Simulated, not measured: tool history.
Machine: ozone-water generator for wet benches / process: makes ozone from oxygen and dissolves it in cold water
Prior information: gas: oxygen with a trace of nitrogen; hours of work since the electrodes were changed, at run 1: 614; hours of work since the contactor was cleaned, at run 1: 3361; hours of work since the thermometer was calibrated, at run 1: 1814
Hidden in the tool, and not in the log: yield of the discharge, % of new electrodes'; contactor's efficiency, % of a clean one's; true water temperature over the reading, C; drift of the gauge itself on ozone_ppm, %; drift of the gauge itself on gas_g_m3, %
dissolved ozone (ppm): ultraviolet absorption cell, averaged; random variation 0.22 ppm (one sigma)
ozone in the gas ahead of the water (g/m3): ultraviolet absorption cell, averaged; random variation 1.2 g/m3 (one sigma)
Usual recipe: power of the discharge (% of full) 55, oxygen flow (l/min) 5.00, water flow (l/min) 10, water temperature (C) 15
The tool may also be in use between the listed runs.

run	hour	power of the discharge (% of full)	oxygen flow (l/min)	water flow (l/min)	water temperature (C)	hours of work since the electrodes were changed	hours of work since the contactor was cleaned	hours of work since the thermometer was calibrated	dissolved ozone (ppm)	ozone in the gas ahead of the water (g/m3)
1	0.0	55	5.00	10	15	614	3361	1814	32.3	207.9
2	23.0	65	5.00	10	15	635	3382	1835	36.2	233.4
3	64.9	65	5.00	10	15	674	3420	1873	35.7	229.3
4	101.8	55	5.27	10	15	707	3454	1907	31.5	201.2
5	148.1	55	3.58	10	15	750	3496	1949	34.7	264.3
6	198.2	55	3.58	10	15	795	3542	1995	34.7	262.1
7	221.6	55	3.58	10	15	817	3563	2016	34.4	262.8
8	270.7	55	3.94	10	15	862	3608	2061	33.9	247.2
9	309.8	55	5.00	10	15	897	3644	2097	32.3	209.2
10	362.4	55	5.00	10	15	945	3692	2145	32.2	210.7
11	402.7	55	5.00	10	16	982	3728	2182	31.5	209.9
12	445.1	55	5.00	10	15	1021	3767	2220	32.3	210.3
13	497.1	55	5.00	9	15	1068	3815	2268	34.9	209.9
14	535.5	63	5.00	10	17	1103	3850	2303	33.7	227.0
15	570.6	63	5.00	10	17	1135	3882	2335	33.5	228.3
16	615.2	65	5.26	13	21	1176	3922	2375	25.3	223.1
17	661.7	65	5.26	13	21	1219	3965	2418	25.5	224.4
18	710.3	55	5.00	9	15	1263	4009	2462	35.2	208.3
19	759.7	65	4.19	9	23	1308	4054	2507	34.7	260.0
20	811.4	65	4.19	9	23	1355	4102	2555	34.5	261.3
21	849.1	58	3.68	7	15	1390	4136	2589	46.7	265.8
22	874.8	43	3.68	15	13	1413	4160	2613	20.9	222.9
23	928.4	43	3.68	15	13	1462	4208	2661	21.0	224.4
24	950.2	53	2.58	8	12	1482	4228	2681	45.1	322.5
25	978.4	53	2.58	8	12	1508	4254	2707	45.4	320.4

Here are 5 independent what-if runs from the current tool condition. What would each one return?
A	1004.9	53	2.58	8	17	1532	4278	2731	?	?
B	1004.9	84	3.41	10	15	1532	4278	2731	?	?
C	1004.9	82	5.00	13	10	1532	4278	2731	?	?
D	1004.9	55	2.61	8	15	1532	4278	2731	?	?
E	1004.9	49	2.58	10	13	1532	4278	2731	?	?

run	dissolved ozone (ppm)	ozone in the gas ahead of the water (g/m3)
A	42.0	323.7
B	45.3	352.5
C	35.6	264.4
D	44.1	327.1
E	34.8	308.8
The same runs, with their run-to-run variation unchanged, on a tool lacking any hidden condition would have given:
run	dissolved ozone (ppm)	ozone in the gas ahead of the water (g/m3)
A	42.0	323.8
B	45.4	352.6
C	35.7	264.5
D	44.1	327.2
E	34.9	308.9
